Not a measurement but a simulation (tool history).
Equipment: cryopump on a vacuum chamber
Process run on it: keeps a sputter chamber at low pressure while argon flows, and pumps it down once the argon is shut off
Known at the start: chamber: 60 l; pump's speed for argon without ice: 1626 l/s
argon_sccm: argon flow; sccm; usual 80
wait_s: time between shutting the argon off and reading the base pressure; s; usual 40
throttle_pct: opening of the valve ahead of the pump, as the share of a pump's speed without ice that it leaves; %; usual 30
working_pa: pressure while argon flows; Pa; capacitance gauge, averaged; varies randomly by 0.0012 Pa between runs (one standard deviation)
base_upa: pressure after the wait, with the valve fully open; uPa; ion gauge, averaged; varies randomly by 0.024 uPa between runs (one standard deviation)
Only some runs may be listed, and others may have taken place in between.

run,hour,argon_sccm,wait_s,throttle_pct,working_pa,base_upa
1,0.0,80,40,30,0.2967,3.27
2,23.4,88,40,30,0.3288,3.25
3,44.2,88,40,30,0.3348,3.38
4,76.9,88,40,30,0.3369,3.69
5,97.1,80,40,30,0.3073,3.73
# hour 123.2: pump warmed up, emptied and cooled again
6,130.1,80,40,18,0.4626,3.03
7,169.6,80,40,18,0.4647,3.17
8,188.9,80,40,18,0.4656,3.12
9,223.5,80,40,30,0.2842,3.37
10,246.4,80,40,30,0.2887,3.40
11,281.9,80,173,30,0.2862,2.93
12,323.0,80,173,28,0.3131,3.31
13,351.4,80,173,28,0.3134,3.36
14,384.8,80,23,28,0.3195,4.67
15,408.6,80,40,28,0.3202,4.28
# hour 427.3: leaking fittings of the chamber tightened, without venting
16,452.2,80,40,29,0.3120,1.06
# hour 479.3: pump warmed up, emptied and cooled again
17,486.9,123,40,30,0.4263,1.07
18,524.2,123,40,30,0.4315,1.13
19,560.3,123,191,30,0.4348,0.59
20,585.4,77,40,47,0.1754,1.27
21,625.5,53,136,34,0.1697,0.85
22,645.1,41,61,27,0.1644,1.15
23,664.4,41,61,27,0.1650,1.22
24,696.9,41,61,27,0.1667,1.29
25,721.0,41,61,27,0.1682,1.34
26,754.7,41,61,27,0.1697,1.46
27,777.8,145,28,50,0.3489,2.12
28,813.8,86,28,50,0.2111,2.17
# hour 832.8: pump warmed up, emptied and cooled again
29,859.5,71,23,48,0.1553,2.22
30,888.1,71,23,48,0.1571,2.26
31,925.5,71,23,48,0.1590,2.35
32,954.8,71,23,48,0.1628,2.55
33,974.2,71,145,48,0.1648,1.46
34,995.8,80,42,30,0.2902,1.99
35,1014.5,80,42,30,0.2922,2.04

Below are 3 alternative next runs, each starting from the tool's condition after run 35. Predict each:
A,1045.2,80,115,22,?,?
B,1045.2,80,42,16,?,?
C,1045.2,52,143,34,?,?

run,working_pa,base_upa
A,0.3954,1.71
B,0.5367,2.29
C,0.1708,1.62
Take away the tool's hidden state, keep each run's random variation, and the runs would have read:
run,working_pa,base_upa
A,0.3779,0.45
B,0.5192,0.94
C,0.1593,0.36

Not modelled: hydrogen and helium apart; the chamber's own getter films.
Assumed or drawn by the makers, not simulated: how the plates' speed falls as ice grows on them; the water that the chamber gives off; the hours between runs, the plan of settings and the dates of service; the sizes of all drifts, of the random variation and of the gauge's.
